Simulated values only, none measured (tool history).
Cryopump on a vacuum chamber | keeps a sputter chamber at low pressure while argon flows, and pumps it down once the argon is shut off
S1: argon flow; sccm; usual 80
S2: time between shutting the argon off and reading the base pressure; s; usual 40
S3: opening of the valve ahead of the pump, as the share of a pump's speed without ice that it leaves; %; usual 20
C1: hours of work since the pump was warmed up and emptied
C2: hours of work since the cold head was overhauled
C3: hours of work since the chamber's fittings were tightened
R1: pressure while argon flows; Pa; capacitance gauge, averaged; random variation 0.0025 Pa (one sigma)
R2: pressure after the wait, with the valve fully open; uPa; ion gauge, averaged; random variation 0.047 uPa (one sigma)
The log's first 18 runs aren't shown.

| run | hour | S1 | S2 | S3 | C1 | C2 | C3 | R1 | R2 |
|---|---|---|---|---|---|---|---|---|---|
| 19 | 305.6 | 80 | 284 | 20 | 286 | 286 | 647 | 0.6242 | 1.2 |
| 20 | 321.1 | 80 | 76 | 29 | 296 | 296 | 657 | 0.4377 | 2.23 |
| 21 | 339.4 | 80 | 76 | 29 | 308 | 308 | 669 | 0.4415 | 2.22 |
| 22 | 354.4 | 38 | 40 | 17 | 317 | 317 | 679 | 0.3491 | 3.49 |
| 23 | 364.4 | 38 | 40 | 17 | 324 | 324 | 685 | 0.3483 | 3.51 |
| 24 | 381.1 | 111 | 40 | 20 | 335 | 335 | 696 | 0.8722 | 3.52 |
| 25 | 395.6 | 111 | 22 | 17 | 344 | 344 | 706 | 1.0292 | 5.53 |
| 26 | 406.1 | 111 | 22 | 17 | 351 | 351 | 712 | 1.0265 | 5.63 |
| 27 | 421.9 | 80 | 272 | 48 | 361 | 361 | 723 | 0.2831 | 1.35 |
| 28 | 439.8 | 78 | 113 | 17 | 373 | 373 | 734 | 0.7189 | 1.84 |
| 29 | 462.2 | 55 | 49 | 51 | 388 | 388 | 749 | 0.1881 | 3.07 |
| 30 | 473.4 | 86 | 54 | 37 | 395 | 395 | 756 | 0.393 | 2.93 |
| 31 | 487.2 | 86 | 54 | 37 | 404 | 404 | 765 | 0.3922 | 2.85 |
| 32 | 504.4 | 62 | 228 | 25 | 415 | 415 | 776 | 0.4023 | 1.51 |
| 33 | 516.2 | 62 | 228 | 25 | 423 | 423 | 784 | 0.4022 | 1.49 |
|  | 539.7 | pump warmed up, emptied and cooled again |
| 34 | 539.7 | 62 | 228 | 25 | 0 | 435 | 796 | 0.3746 | 1.26 |

4 ways to go on from here, each from the tool as it stands after run 34. What would each give?
| A | 550.4 | 127 | 30 | 22 | 7 | 442 | 803 | ? | ? |
| B | 550.4 | 62 | 228 | 37 | 7 | 442 | 803 | ? | ? |
| C | 550.4 | 62 | 228 | 55 | 7 | 442 | 803 | ? | ? |
| D | 550.4 | 113 | 228 | 30 | 7 | 442 | 803 | ? | ? |

| run | R1 | R2 |
|---|---|---|
| A | 0.8695 | 4.17 |
| B | 0.253 | 1.22 |
| C | 0.1704 | 1.27 |
| D | 0.569 | 1.28 |
Without the tool's hidden state the same runs would have given:
| run | R1 | R2 |
|---|---|---|
| A | 0.8665 | 3.64 |
| B | 0.2515 | 0.68 |
| C | 0.169 | 0.72 |
| D | 0.5664 | 0.73 |
